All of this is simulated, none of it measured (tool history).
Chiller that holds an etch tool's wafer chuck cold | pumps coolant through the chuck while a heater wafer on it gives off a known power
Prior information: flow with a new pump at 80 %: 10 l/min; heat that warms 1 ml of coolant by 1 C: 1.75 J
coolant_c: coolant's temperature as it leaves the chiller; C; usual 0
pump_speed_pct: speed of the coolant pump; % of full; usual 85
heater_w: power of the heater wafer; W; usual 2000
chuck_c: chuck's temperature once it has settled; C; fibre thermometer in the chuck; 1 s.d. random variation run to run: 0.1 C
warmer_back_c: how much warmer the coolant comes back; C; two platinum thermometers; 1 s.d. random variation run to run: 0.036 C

run,hour,coolant_c,pump_speed_pct,heater_w,chuck_c,warmer_back_c
1,0,0,85,2000,16.7,6.54
2,30.5,0,85,2000,16.6,6.52
3,103.9,0,85,2153,18,7.02
4,158.6,0,85,2153,18.3,7.05
5,188.1,9,85,2153,27.1,7.08
6,243.2,9,85,2153,27.1,7.07
7,282,9,85,2153,27.2,7.1
8,352.7,0,85,2745,23.4,9
9,420.8,0,85,2745,23.5,9.11
# hour 447.9: chiller's thermometer calibrated
10,483.6,0,85,2000,17.4,6.59
11,521.8,0,85,2419,21,8.04
12,564.9,0,85,2493,21.8,8.25
13,620.7,0,85,2493,22,8.31
14,689.3,0,85,2493,21.8,8.21
15,744.5,0,85,2493,21.8,8.3
16,800.8,0,85,2493,21.8,8.36
17,841.7,0,85,2493,22,8.3
18,880.9,1,85,2000,18.5,6.67
19,916.3,9,95,2778,31.5,8.23
20,965.8,5,95,1535,17.1,4.53
21,1010.3,-9,97,2000,6.8,5.78
22,1044.4,-9,85,2000,8.7,6.69
23,1075.3,-9,85,2000,8.6,6.71
24,1108.1,-9,85,1817,7,6.06
25,1153.7,3,73,2035,23.2,8.05

Same runs, no hidden state in the tool, same run-to-run variation:
Unlogged tool condition in this case: heat passed by the chuck's channels, % of clean ones'; flow at a given pump speed, % of a new pump's; coolant's true temperature over the reading, C; drift of the gauge itself on chuck_c, C; drift of the gauge itself on warmer_back_c, C.
run,chuck_c,warmer_back_c
1,16.4,6.4
2,16.3,6.38
3,17.7,6.86
4,17.9,6.87
5,26.8,6.9
6,26.7,6.88
7,26.8,6.91
8,22.7,8.74
9,22.8,8.83
10,16.6,6.38
11,19.9,7.78
12,20.7,7.97
13,20.8,8.03
14,20.7,7.91
15,20.6,7.99
16,20.6,8.04
17,20.8,7.97
18,17.5,6.41
19,30.2,7.89
20,16.4,4.33
21,5.9,5.53
22,7.6,6.4
23,7.5,6.41
24,6,5.79
25,21.9,7.68
